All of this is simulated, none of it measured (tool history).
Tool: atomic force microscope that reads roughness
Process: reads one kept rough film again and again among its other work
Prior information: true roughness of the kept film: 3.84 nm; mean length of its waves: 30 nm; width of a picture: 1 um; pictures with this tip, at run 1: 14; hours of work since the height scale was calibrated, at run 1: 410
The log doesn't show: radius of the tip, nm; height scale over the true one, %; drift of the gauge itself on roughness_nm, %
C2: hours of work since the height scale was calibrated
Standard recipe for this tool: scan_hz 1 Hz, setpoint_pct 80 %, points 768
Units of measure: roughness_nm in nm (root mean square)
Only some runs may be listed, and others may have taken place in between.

run 1 hour=0 | scan_hz=1 setpoint_pct=80 points=768 | pictures_with_this_tip=14 C2=410 | roughness_nm=3.188
run 2 hour=16.8 | scan_hz=2.54 setpoint_pct=80 points=768 | pictures_with_this_tip=39 C2=420 | roughness_nm=2.75
run 3 hour=38.3 | scan_hz=2.54 setpoint_pct=80 points=768 | pictures_with_this_tip=72 C2=433 | roughness_nm=2.753
run 4 hour=57.4 | scan_hz=2.54 setpoint_pct=80 points=768 | pictures_with_this_tip=101 C2=445 | roughness_nm=2.76
run 5 hour=79.3 | scan_hz=1 setpoint_pct=83 points=768 | pictures_with_this_tip=135 C2=458 | roughness_nm=3.131
run 6 hour=99.7 | scan_hz=1 setpoint_pct=83 points=768 | pictures_with_this_tip=166 C2=470 | roughness_nm=3.119
-- hour=102.2 new tip fitted
run 7 hour=110.7 | scan_hz=1 setpoint_pct=83 points=768 | pictures_with_this_tip=13 C2=476 | roughness_nm=3.144
run 8 hour=127.9 | scan_hz=1 setpoint_pct=80 points=768 | pictures_with_this_tip=40 C2=487 | roughness_nm=3.184
run 9 hour=144.2 | scan_hz=1 setpoint_pct=80 points=768 | pictures_with_this_tip=64 C2=497 | roughness_nm=3.162
run 10 hour=162.8 | scan_hz=1 setpoint_pct=80 points=768 | pictures_with_this_tip=93 C2=508 | roughness_nm=3.194
run 11 hour=179.2 | scan_hz=1 setpoint_pct=80 points=768 | pictures_with_this_tip=118 C2=518 | roughness_nm=3.18
run 12 hour=197.5 | scan_hz=1 setpoint_pct=80 points=768 | pictures_with_this_tip=146 C2=529 | roughness_nm=3.172
-- hour=213.1 new tip fitted
run 13 hour=216.7 | scan_hz=1 setpoint_pct=80 points=768 | pictures_with_this_tip=6 C2=540 | roughness_nm=3.187
run 14 hour=236.4 | scan_hz=1 setpoint_pct=80 points=768 | pictures_with_this_tip=36 C2=552 | roughness_nm=3.167
run 15 hour=249.3 | scan_hz=2.47 setpoint_pct=80 points=768 | pictures_with_this_tip=56 C2=560 | roughness_nm=2.783
run 16 hour=270.3 | scan_hz=2.47 setpoint_pct=80 points=768 | pictures_with_this_tip=88 C2=572 | roughness_nm=2.782
run 17 hour=292.1 | scan_hz=2.47 setpoint_pct=80 points=768 | pictures_with_this_tip=121 C2=585 | roughness_nm=2.775
run 18 hour=305.6 | scan_hz=2.47 setpoint_pct=80 points=768 | pictures_with_this_tip=142 C2=594 | roughness_nm=2.77
run 19 hour=318.1 | scan_hz=2.47 setpoint_pct=80 points=768 | pictures_with_this_tip=161 C2=601 | roughness_nm=2.763
-- hour=323.4 new tip fitted
run 20 hour=334.7 | scan_hz=1 setpoint_pct=80 points=437 | pictures_with_this_tip=18 C2=611 | roughness_nm=3.15
run 21 hour=354.3 | scan_hz=1 setpoint_pct=75 points=437 | pictures_with_this_tip=48 C2=623 | roughness_nm=3.235
run 22 hour=371 | scan_hz=1 setpoint_pct=75 points=437 | pictures_with_this_tip=73 C2=633 | roughness_nm=3.246
run 23 hour=383.5 | scan_hz=1 setpoint_pct=75 points=437 | pictures_with_this_tip=92 C2=640 | roughness_nm=3.241
run 24 hour=397.7 | scan_hz=0.98 setpoint_pct=62 points=458 | pictures_with_this_tip=114 C2=649 | roughness_nm=3.375
run 25 hour=414.8 | scan_hz=0.98 setpoint_pct=70 points=458 | pictures_with_this_tip=140 C2=659 | roughness_nm=3.319
-- hour=433.5 new tip fitted
run 26 hour=436.1 | scan_hz=1 setpoint_pct=66 points=851 | pictures_with_this_tip=4 C2=672 | roughness_nm=3.379
run 27 hour=447.4 | scan_hz=3.75 setpoint_pct=86 points=851 | pictures_with_this_tip=21 C2=678 | roughness_nm=2.257
run 28 hour=462.7 | scan_hz=3.75 setpoint_pct=86 points=851 | pictures_with_this_tip=45 C2=688 | roughness_nm=2.282
run 29 hour=483.8 | scan_hz=1 setpoint_pct=58 points=909 | pictures_with_this_tip=77 C2=700 | roughness_nm=3.424
run 30 hour=500 | scan_hz=1 setpoint_pct=58 points=556 | pictures_with_this_tip=102 C2=710 | roughness_nm=3.417
run 31 hour=509.3 | scan_hz=3.33 setpoint_pct=63 points=768 | pictures_with_this_tip=116 C2=716 | roughness_nm=3.083
run 32 hour=529.7 | scan_hz=3.33 setpoint_pct=63 points=768 | pictures_with_this_tip=147 C2=728 | roughness_nm=3.097
run 33 hour=539.4 | scan_hz=2.11 setpoint_pct=80 points=376 | pictures_with_this_tip=162 C2=734 | roughness_nm=2.853
-- hour=544.4 new tip fitted
run 34 hour=549.1 | scan_hz=2.39 setpoint_pct=69 points=376 | pictures_with_this_tip=7 C2=739 | roughness_nm=3.057
run 35 hour=559.1 | scan_hz=2.39 setpoint_pct=69 points=684 | pictures_with_this_tip=23 C2=745 | roughness_nm=3.091
run 36 hour=579.9 | scan_hz=2.07 setpoint_pct=69 points=389 | pictures_with_this_tip=54 C2=758 | roughness_nm=3.098
run 37 hour=593 | scan_hz=2.07 setpoint_pct=69 points=389 | pictures_with_this_tip=74 C2=766 | roughness_nm=3.106
run 38 hour=605.7 | scan_hz=1 setpoint_pct=79 points=273 | pictures_with_this_tip=94 C2=773 | roughness_nm=3.148
run 39 hour=627.6 | scan_hz=0.64 setpoint_pct=74 points=261 | pictures_with_this_tip=127 C2=787 | roughness_nm=3.305
run 40 hour=644.8 | scan_hz=1 setpoint_pct=80 points=764 | pictures_with_this_tip=154 C2=797 | roughness_nm=3.184

Branching from run 40: 4 alternative next runs. What would each branch give?
-- hour=655.5 new tip fitted
run A hour=656.4 | scan_hz=1.1 setpoint_pct=68 points=764 | pictures_with_this_tip=2 C2=804 | roughness_nm=?
-- hour=655.5 new tip fitted
run B hour=656.4 | scan_hz=1 setpoint_pct=69 points=768 | pictures_with_this_tip=2 C2=804 | roughness_nm=?
-- hour=655.5 new tip fitted
run C hour=656.4 | scan_hz=0.5 setpoint_pct=80 points=768 | pictures_with_this_tip=2 C2=804 | roughness_nm=?
-- hour=655.5 new tip fitted
run D hour=656.4 | scan_hz=1.2 setpoint_pct=70 points=614 | pictures_with_this_tip=2 C2=804 | roughness_nm=?

run=A roughness_nm=3.321
run=B roughness_nm=3.318
run=C roughness_nm=3.351
run=D roughness_nm=3.267
Stripped of hidden state, with their random variation kept, the same runs would have yielded:
run=A roughness_nm=3.321
run=B roughness_nm=3.319
run=C roughness_nm=3.351
run=D roughness_nm=3.268
